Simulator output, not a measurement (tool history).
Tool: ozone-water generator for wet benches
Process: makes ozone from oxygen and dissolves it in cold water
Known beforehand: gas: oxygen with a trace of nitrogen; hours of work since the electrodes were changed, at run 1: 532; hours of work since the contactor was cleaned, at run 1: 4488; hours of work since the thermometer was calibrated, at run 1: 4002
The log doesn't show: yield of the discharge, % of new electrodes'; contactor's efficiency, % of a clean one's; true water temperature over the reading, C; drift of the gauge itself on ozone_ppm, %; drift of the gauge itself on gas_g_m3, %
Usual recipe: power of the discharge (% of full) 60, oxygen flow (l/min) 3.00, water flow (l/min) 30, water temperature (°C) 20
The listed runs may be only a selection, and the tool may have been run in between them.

run	day	power of the discharge (% of full)	oxygen flow (l/min)	water flow (l/min)	water temperature (°C)	hours of work since the electrodes were changed	hours of work since the contactor was cleaned	hours of work since the thermometer was calibrated	dissolved ozone (ppm)	ozone in the gas ahead of the water (g/m3)
1	0.000	60	3.00	30	20	532	4488	4002	10.5	227.2
2	1.262	60	3.00	30	20	555	4512	4026	10.3	226.1
3	3.733	60	3.00	30	20	602	4558	4072	10.5	227.4
4	5.262	60	3.00	41	20	630	4586	4101	7.5	224.9
5	6.817	60	3.00	41	20	660	4616	4130	7.7	226.5
6	8.646	60	3.00	41	20	694	4650	4164	7.6	225.9
7	10.471	60	3.00	31	20	728	4684	4198	10.0	223.6
8	12.667	60	3.00	31	20	769	4725	4240	9.8	223.8
9	14.312	60	3.00	30	20	800	4756	4270	10.3	221.6
10	16.225	60	3.00	30	20	836	4792	4306	10.4	223.7
# day 17.508: contactor cleaned
11	17.988	61	3.00	30	20	866	9	4336	10.7	226.0
12	19.750	60	3.00	30	20	899	42	4369	10.5	223.4
13	22.092	60	3.00	30	20	943	86	4413	10.6	224.5
14	24.462	60	3.00	30	19	987	130	4457	10.6	223.2
15	25.912	60	3.00	30	19	1014	157	4485	10.4	224.5
16	28.362	60	3.00	30	19	1060	203	4531	10.6	221.9
17	29.871	43	2.44	25	22	1088	232	4559	9.6	203.7
# day 30.025: water thermometer calibrated
18	30.967	63	3.40	43	28	1108	252	18	7.2	215.8
19	33.167	60	3.73	30	15	1150	293	59	11.2	195.8
20	34.929	98	3.91	43	21	1183	326	92	10.1	255.3
21	37.400	41	3.00	30	24	1229	372	138	8.0	178.8
# day 38.046: water thermometer calibrated, once more
22	39.125	41	2.41	30	24	1261	404	20	7.6	199.2
23	41.362	65	3.00	30	20	1303	446	62	10.9	232.4
24	43.517	65	3.60	30	25	1343	486	102	10.5	207.8
25	44.604	76	4.92	30	24	1364	507	123	12.1	195.4
26	45.929	60	1.70	30	17	1388	532	148	8.9	299.3
27	48.375	60	3.70	34	26	1434	578	194	9.2	197.6
28	50.075	60	3.70	34	26	1466	609	225	8.9	198.5
29	51.654	73	4.30	30	20	1496	639	255	12.2	203.0
30	52.767	44	4.30	30	28	1517	660	276	8.0	151.4
31	55.350	44	4.30	30	28	1565	708	324	8.3	152.6
32	56.767	77	1.77	30	28	1591	735	351	9.8	337.2

Below are 4 alternative next runs, each starting from the tool's condition after run 32. Predict each:
A	59.150	77	3.87	30	28	1636	779	395	?	?
B	59.150	59	1.77	30	28	1636	779	395	?	?
C	59.150	60	3.31	30	20	1636	779	395	?	?
D	59.150	77	1.77	30	18	1636	779	395	?	?

run	dissolved ozone (ppm)	ozone in the gas ahead of the water (g/m3)
A	11.4	220.9
B	8.5	290.0
C	10.4	210.0
D	10.5	337.9
Stripped of hidden state, with their random variation kept, the same runs would have yielded:
run	dissolved ozone (ppm)	ozone in the gas ahead of the water (g/m3)
A	12.1	230.7
B	9.0	300.8
C	10.9	217.9
D	11.0	352.8
